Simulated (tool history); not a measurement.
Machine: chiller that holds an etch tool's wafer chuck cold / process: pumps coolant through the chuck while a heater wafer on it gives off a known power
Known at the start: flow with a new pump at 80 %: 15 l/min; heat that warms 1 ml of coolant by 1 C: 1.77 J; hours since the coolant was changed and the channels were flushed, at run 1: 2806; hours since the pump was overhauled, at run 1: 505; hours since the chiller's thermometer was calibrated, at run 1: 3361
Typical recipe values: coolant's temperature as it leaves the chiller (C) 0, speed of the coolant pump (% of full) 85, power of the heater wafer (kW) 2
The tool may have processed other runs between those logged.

run,hour,coolant's temperature as it leaves the chiller (C),speed of the coolant pump (% of full),power of the heater wafer (kW),hours since the coolant was changed and the channels were flushed,hours since the pump was overhauled,hours since the chiller's thermometer was calibrated,chuck's temperature once it has settled (C),how much warmer the coolant comes back (C)
1,0,0,85,2,2806,505,3361,17.7,4.27
2,36.3,0,85,2,2842,541,3397,17.7,4.28
3,76.7,0,85,1.909,2883,582,3438,16.8,4.12
4,121.4,0,85,1.909,2928,627,3482,17.1,4.12
5,149,0,85,1.909,2955,654,3510,16.9,4.08
6,175.5,0,85,1.909,2982,681,3536,16.8,4.16
7,224.9,0,85,1.909,3031,730,3586,17,4.16
8,255.9,0,85,1.909,3062,761,3617,17.2,4.15
# hour 264.3: coolant pump overhauled
9,304.2,0,85,1.909,3105,40,3660,17.1,4.13
10,331.8,0,85,1.909,3133,68,3688,17.1,4.14
11,362.8,0,71,1.909,3164,98,3719,19.9,5.02
12,387,9,85,2,3188,123,3743,27,4.4
# hour 403: coolant pump overhauled, once more
13,431.4,9,85,2,3227,28,3782,26.4,4.26
14,480.9,-1,70,1.066,3277,78,3832,9.9,2.81
15,501.8,-1,70,1.066,3298,99,3853,10,2.81
16,551.2,6,94,2.312,3347,148,3902,24.7,4.46
17,587.8,6,85,2,3384,185,3939,23.5,4.31
18,632.1,2,85,1.608,3428,229,3983,16.2,3.46
19,674.9,2,85,2.252,3471,272,4026,22,4.84
20,717.7,4,95,2,3514,315,4069,20,3.78
21,751.4,4,95,2,3547,348,4102,20.2,3.8
22,778.5,4,77,2.348,3575,376,4130,26.8,5.54
23,829.4,4,77,2.348,3625,426,4180,26.8,5.61
24,879.6,-3,64,1.796,3676,477,4231,17.5,5.19
25,911.2,-3,64,1.796,3707,508,4262,17.3,5.22
26,954.6,3,85,1.141,3751,552,4306,12.9,2.43

Below, some changes in chuck's temperature once it has settled (C) between adjacent runs. For each, the amount present without the hidden state too (settings, incoming material, random variation) and the amount remaining for the hidden state with gauge scatter not shared by both compared results:
The tool's hidden condition here consists of: heat passed by the chuck's channels, % of clean ones'; flow at a given pump speed, % of a new pump's; coolant's true temperature over the reading, C; drift of the gauge itself on chuck_c, C; drift of the gauge itself on warmer_back_c, C.
Run 12 -> 13: coolant pump overhauled, once more. chuck's temperature once it has settled (C) -0.6: hidden state -0.4, all else -0.2.
Run 13 -> 14: coolant's temperature as it leaves the chiller (C) 9 -> -1, speed of the coolant pump (% of full) 85 -> 70, power of the heater wafer (kW) 2 -> 1.066. chuck's temperature once it has settled (C) -16.5: hidden state -0.3, all else -16.2.
Run 15 -> 16: coolant's temperature as it leaves the chiller (C) -1 -> 6, speed of the coolant pump (% of full) 70 -> 94, power of the heater wafer (kW) 1.066 -> 2.312. chuck's temperature once it has settled (C) +14.7: hidden state +0.4, all else +14.3.
Run 25 -> 26: coolant's temperature as it leaves the chiller (C) -3 -> 3, speed of the coolant pump (% of full) 64 -> 85, power of the heater wafer (kW) 1.796 -> 1.141. chuck's temperature once it has settled (C) -4.4: hidden state -0.5, all else -3.9.
